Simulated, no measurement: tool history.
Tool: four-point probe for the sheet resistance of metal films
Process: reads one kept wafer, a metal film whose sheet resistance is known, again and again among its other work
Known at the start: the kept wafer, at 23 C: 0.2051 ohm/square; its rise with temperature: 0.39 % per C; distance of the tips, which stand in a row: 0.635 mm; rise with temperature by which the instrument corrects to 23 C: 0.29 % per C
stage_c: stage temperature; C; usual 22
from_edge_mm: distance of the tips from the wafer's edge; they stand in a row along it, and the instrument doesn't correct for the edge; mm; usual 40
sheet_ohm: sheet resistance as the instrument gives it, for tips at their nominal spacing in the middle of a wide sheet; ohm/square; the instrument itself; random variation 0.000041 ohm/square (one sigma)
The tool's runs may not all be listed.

| run | hour | stage_c | from_edge_mm | sheet_ohm |
|---|---|---|---|---|
| 1 | 0 | 22 | 40 | 0.204939 |
| 2 | 33.2 | 22 | 61 | 0.204851 |
| 3 | 73.8 | 22 | 40 | 0.204959 |
| 4 | 94 | 22 | 40 | 0.205002 |
| 5 | 137.1 | 22 | 40 | 0.204931 |
| 6 | 183.3 | 22 | 40 | 0.20496 |
| 7 | 214 | 22 | 40 | 0.204959 |
| 8 | 256.4 | 22 | 40 | 0.204959 |
| 9 | 282.6 | 22 | 6 | 0.2061 |
| 10 | 303.1 | 29 | 40 | 0.206368 |
| 11 | 346.1 | 18 | 40 | 0.204149 |
| 12 | 390.7 | 27 | 40 | 0.205893 |
| 13 | 428.1 | 27 | 40 | 0.205899 |
| 14 | 457.9 | 27 | 40 | 0.205904 |
| 15 | 479.9 | 27 | 40 | 0.205879 |
| 16 | 528.6 | 27 | 40 | 0.205934 |
| 17 | 557.2 | 27 | 40 | 0.205907 |
| 18 | 599.1 | 27 | 40 | 0.205848 |
| 19 | 638.8 | 27 | 40 | 0.2059 |
| 20 | 687.8 | 27 | 40 | 0.205877 |
| 21 | 733.6 | 27 | 40 | 0.205816 |
| 22 | 774.4 | 27 | 21 | 0.205912 |
| 23 | 816.1 | 18 | 63 | 0.204171 |
| 24 | 837.7 | 18 | 63 | 0.204128 |
| 25 | 859 | 32 | 69 | 0.206777 |
| 26 | 888.4 | 32 | 69 | 0.206779 |
| 27 | 932 | 22 | 23 | 0.205043 |
| 28 | 952.1 | 19 | 61 | 0.204309 |
| 29 | 995.2 | 19 | 61 | 0.204324 |
| 30 | 1018.9 | 34 | 31 | 0.207199 |
| 31 | 1043.1 | 33 | 23 | 0.206978 |
| 32 | 1070.5 | 25 | 19 | 0.205595 |
| 33 | 1099.8 | 29 | 64 | 0.206221 |
| 34 | 1139.9 | 25 | 34 | 0.205481 |
| 35 | 1182.3 | 32 | 8 | 0.207454 |
| 36 | 1215.2 | 20 | 31 | 0.204662 |
| 37 | 1261.3 | 20 | 31 | 0.204513 |
| 38 | 1299.1 | 20 | 31 | 0.204491 |
| 39 | 1328.2 | 27 | 64 | 0.205894 |
| 40 | 1351.1 | 22 | 40 | 0.204957 |
| 41 | 1389.7 | 26 | 16 | 0.205829 |
| 42 | 1431.5 | 26 | 16 | 0.205856 |

3 ways to go on from here, each from the tool as it stands after run 42. What would each give?
| A | 1452.4 | 32 | 40 | ? |
| B | 1452.4 | 26 | 32 | ? |
| C | 1452.4 | 22 | 71 | ? |

| run | sheet_ohm |
|---|---|
| A | 0.206798 |
| B | 0.205748 |
| C | 0.204992 |
Without the tool's hidden state the same runs would have given:
| run | sheet_ohm |
|---|---|
| A | 0.206788 |
| B | 0.205738 |
| C | 0.204982 |
